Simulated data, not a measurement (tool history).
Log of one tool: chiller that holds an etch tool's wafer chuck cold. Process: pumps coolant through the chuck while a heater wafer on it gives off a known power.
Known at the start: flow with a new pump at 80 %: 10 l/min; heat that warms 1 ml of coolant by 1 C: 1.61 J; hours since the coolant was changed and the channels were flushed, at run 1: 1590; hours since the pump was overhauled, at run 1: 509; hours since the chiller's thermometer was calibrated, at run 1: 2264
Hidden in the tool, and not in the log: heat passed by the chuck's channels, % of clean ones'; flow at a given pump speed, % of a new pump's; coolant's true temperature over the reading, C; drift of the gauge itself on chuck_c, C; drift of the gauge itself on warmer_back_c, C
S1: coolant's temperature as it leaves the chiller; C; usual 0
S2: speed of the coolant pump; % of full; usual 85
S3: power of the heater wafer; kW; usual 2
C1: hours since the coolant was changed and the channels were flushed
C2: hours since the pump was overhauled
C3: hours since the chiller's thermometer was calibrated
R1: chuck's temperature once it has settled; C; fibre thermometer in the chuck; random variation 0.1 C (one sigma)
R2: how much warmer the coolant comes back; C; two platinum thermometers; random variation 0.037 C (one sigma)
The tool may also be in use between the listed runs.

run 1 hour=0 | S1=0 S2=85 S3=2 | C1=1590 C2=509 C3=2264 | R1=25.4 R2=7.02
run 2 hour=57.1 | S1=0 S2=83 S3=2 | C1=1647 C2=566 C3=2321 | R1=25.9 R2=7.16
run 3 hour=104.8 | S1=0 S2=83 S3=2 | C1=1695 C2=614 C3=2369 | R1=25.9 R2=7.25
run 4 hour=131.1 | S1=0 S2=83 S3=2 | C1=1721 C2=640 C3=2395 | R1=26 R2=7.16
run 5 hour=167.5 | S1=0 S2=83 S3=2 | C1=1757 C2=677 C3=2432 | R1=26 R2=7.22
run 6 hour=213.6 | S1=0 S2=83 S3=2 | C1=1804 C2=723 C3=2478 | R1=26.1 R2=7.14
run 7 hour=246 | S1=0 S2=83 S3=2 | C1=1836 C2=755 C3=2510 | R1=26 R2=7.29
run 8 hour=292.7 | S1=0 S2=60 S3=2 | C1=1883 C2=802 C3=2557 | R1=32.5 R2=10.36
run 9 hour=330 | S1=0 S2=60 S3=2 | C1=1920 C2=839 C3=2594 | R1=32.2 R2=10.41
run 10 hour=383.4 | S1=0 S2=60 S3=2 | C1=1973 C2=892 C3=2647 | R1=32.3 R2=10.44
run 11 hour=415.7 | S1=-7 S2=85 S3=2 | C1=2006 C2=925 C3=2680 | R1=18.8 R2=7
run 12 hour=449.7 | S1=0 S2=85 S3=2 | C1=2040 C2=959 C3=2714 | R1=25.9 R2=7.06
run 13 hour=494.7 | S1=0 S2=85 S3=2 | C1=2085 C2=1004 C3=2759 | R1=25.9 R2=7.08
run 14 hour=544.9 | S1=0 S2=85 S3=2 | C1=2135 C2=1054 C3=2809 | R1=26 R2=7.09
run 15 hour=581.9 | S1=0 S2=85 S3=1.43 | C1=2172 C2=1091 C3=2846 | R1=18.7 R2=4.98
run 16 hour=628.6 | S1=0 S2=78 S3=1.118 | C1=2219 C2=1138 C3=2893 | R1=15.7 R2=4.34
-- hour=633.7 chiller's thermometer calibrated
run 17 hour=662.1 | S1=0 S2=85 S3=1.48 | C1=2251 C2=1170 C3=28 | R1=19.4 R2=5.24
run 18 hour=689.1 | S1=7 S2=98 S3=1.241 | C1=2278 C2=1197 C3=55 | R1=21.8 R2=3.68
run 19 hour=728.7 | S1=7 S2=98 S3=1.241 | C1=2318 C2=1237 C3=95 | R1=21.8 R2=3.73
run 20 hour=776.2 | S1=7 S2=98 S3=1.241 | C1=2365 C2=1284 C3=142 | R1=22 R2=3.74
run 21 hour=811.2 | S1=7 S2=98 S3=1.241 | C1=2400 C2=1319 C3=177 | R1=22.1 R2=3.7
run 22 hour=868.7 | S1=7 S2=98 S3=1.241 | C1=2458 C2=1377 C3=235 | R1=22 R2=3.77
-- hour=898.5 chiller's thermometer calibrated, once more
run 23 hour=899.5 | S1=7 S2=98 S3=1.241 | C1=2487 C2=1407 C3=1 | R1=21.7 R2=3.71
run 24 hour=939.6 | S1=7 S2=98 S3=1.241 | C1=2528 C2=1447 C3=41 | R1=21.8 R2=3.74
run 25 hour=971.7 | S1=-3 S2=76 S3=1.672 | C1=2560 C2=1479 C3=73 | R1=20.4 R2=6.79
run 26 hour=999.3 | S1=-7 S2=91 S3=1.264 | C1=2587 C2=1506 C3=101 | R1=8.7 R2=4.12
run 27 hour=1045.3 | S1=-7 S2=95 S3=2.576 | C1=2633 C2=1552 C3=147 | R1=24.4 R2=8.08
run 28 hour=1076.7 | S1=2 S2=84 S3=1.416 | C1=2665 C2=1584 C3=178 | R1=20.7 R2=5.06
run 29 hour=1139.8 | S1=0 S2=85 S3=2.096 | C1=2728 C2=1647 C3=241 | R1=27.6 R2=7.54

5 ways to go on from here, each from the tool as it stands after run 29. What would each give?
run A hour=1201.3 | S1=0 S2=77 S3=1.131 | C1=2789 C2=1708 C3=303 | R1=? R2=?
run B hour=1201.3 | S1=-6 S2=63 S3=1.015 | C1=2789 C2=1708 C3=303 | R1=? R2=?
run C hour=1201.3 | S1=-2 S2=72 S3=2.268 | C1=2789 C2=1708 C3=303 | R1=? R2=?
run D hour=1201.3 | S1=0 S2=92 S3=1.136 | C1=2789 C2=1708 C3=303 | R1=? R2=?
run E hour=1201.3 | S1=0 S2=85 S3=1.455 | C1=2789 C2=1708 C3=303 | R1=? R2=?

run=A R1=15.9 R2=4.46
run=B R1=10.3 R2=5.1
run=C R1=31.3 R2=9.69
run=D R1=14.1 R2=3.69
run=E R1=19 R2=5.16
Without the tool's hidden state the same runs would have given:
run=A R1=14.7 R2=4.34
run=B R1=9.1 R2=4.97
run=C R1=28.9 R2=9.45
run=D R1=13 R2=3.6
run=E R1=17.6 R2=5.02

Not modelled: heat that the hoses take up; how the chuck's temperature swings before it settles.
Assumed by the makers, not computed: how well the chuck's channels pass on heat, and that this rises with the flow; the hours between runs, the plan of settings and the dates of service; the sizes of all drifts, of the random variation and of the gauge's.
